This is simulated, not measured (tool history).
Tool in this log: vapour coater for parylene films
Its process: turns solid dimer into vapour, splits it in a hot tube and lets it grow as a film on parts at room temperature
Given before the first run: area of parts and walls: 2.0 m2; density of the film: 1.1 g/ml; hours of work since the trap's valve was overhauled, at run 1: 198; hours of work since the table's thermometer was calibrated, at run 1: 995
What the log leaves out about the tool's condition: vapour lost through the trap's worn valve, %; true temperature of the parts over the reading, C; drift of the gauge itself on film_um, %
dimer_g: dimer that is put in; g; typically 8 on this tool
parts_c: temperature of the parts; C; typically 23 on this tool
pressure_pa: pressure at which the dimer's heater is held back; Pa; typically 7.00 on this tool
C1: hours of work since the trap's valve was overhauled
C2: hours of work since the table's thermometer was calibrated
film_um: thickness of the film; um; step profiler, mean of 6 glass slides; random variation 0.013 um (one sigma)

run 1 day=0.000 | dimer_g=8 parts_c=23 pressure_pa=7.00 | C1=198 C2=995 | film_um=1.86
run 2 day=2.067 | dimer_g=8 parts_c=23 pressure_pa=7.00 | C1=232 C2=1028 | film_um=1.82
run 3 day=3.775 | dimer_g=8 parts_c=23 pressure_pa=7.00 | C1=260 C2=1056 | film_um=1.86
run 4 day=5.204 | dimer_g=8 parts_c=31 pressure_pa=7.00 | C1=283 C2=1079 | film_um=1.34
run 5 day=7.346 | dimer_g=8 parts_c=23 pressure_pa=7.00 | C1=317 C2=1114 | film_um=1.84
run 6 day=8.388 | dimer_g=8 parts_c=23 pressure_pa=7.00 | C1=334 C2=1131 | film_um=1.81
-- day=9.092 trap's valve overhauled
run 7 day=10.812 | dimer_g=8 parts_c=19 pressure_pa=7.00 | C1=28 C2=1167 | film_um=2.14
run 8 day=12.717 | dimer_g=8 parts_c=19 pressure_pa=7.00 | C1=59 C2=1198 | film_um=2.12
run 9 day=14.358 | dimer_g=8 parts_c=19 pressure_pa=7.00 | C1=85 C2=1225 | film_um=2.11
run 10 day=15.521 | dimer_g=8 parts_c=19 pressure_pa=7.00 | C1=104 C2=1243 | film_um=2.14
run 11 day=17.342 | dimer_g=9 parts_c=19 pressure_pa=11.44 | C1=133 C2=1273 | film_um=2.16
run 12 day=19.529 | dimer_g=9 parts_c=19 pressure_pa=11.44 | C1=169 C2=1308 | film_um=2.16
run 13 day=21.100 | dimer_g=12 parts_c=17 pressure_pa=4.21 | C1=194 C2=1334 | film_um=3.90
run 14 day=23.271 | dimer_g=12 parts_c=17 pressure_pa=4.21 | C1=229 C2=1369 | film_um=3.84
run 15 day=25.442 | dimer_g=9 parts_c=20 pressure_pa=4.25 | C1=265 C2=1404 | film_um=2.59
run 16 day=26.508 | dimer_g=9 parts_c=20 pressure_pa=4.25 | C1=282 C2=1421 | film_um=2.60
run 17 day=27.675 | dimer_g=7 parts_c=16 pressure_pa=9.59 | C1=301 C2=1440 | film_um=1.94
run 18 day=28.633 | dimer_g=4 parts_c=16 pressure_pa=7.20 | C1=316 C2=1456 | film_um=1.19
-- day=30.412 trap's valve overhauled
run 19 day=30.825 | dimer_g=14 parts_c=17 pressure_pa=7.00 | C1=7 C2=1489 | film_um=4.05
run 20 day=32.817 | dimer_g=5 parts_c=23 pressure_pa=7.00 | C1=39 C2=1521 | film_um=1.15

How the hidden state differs across the entries between the runs, from the last listed run before each to the first after it:
From run 6 to run 7: trap's valve overhauled (day 9.092)
  vapour lost through the trap's worn valve, %: 0.5 -> 0.1
From run 18 to run 19: trap's valve overhauled (day 30.412)
  vapour lost through the trap's worn valve, %: 0.5 -> 0

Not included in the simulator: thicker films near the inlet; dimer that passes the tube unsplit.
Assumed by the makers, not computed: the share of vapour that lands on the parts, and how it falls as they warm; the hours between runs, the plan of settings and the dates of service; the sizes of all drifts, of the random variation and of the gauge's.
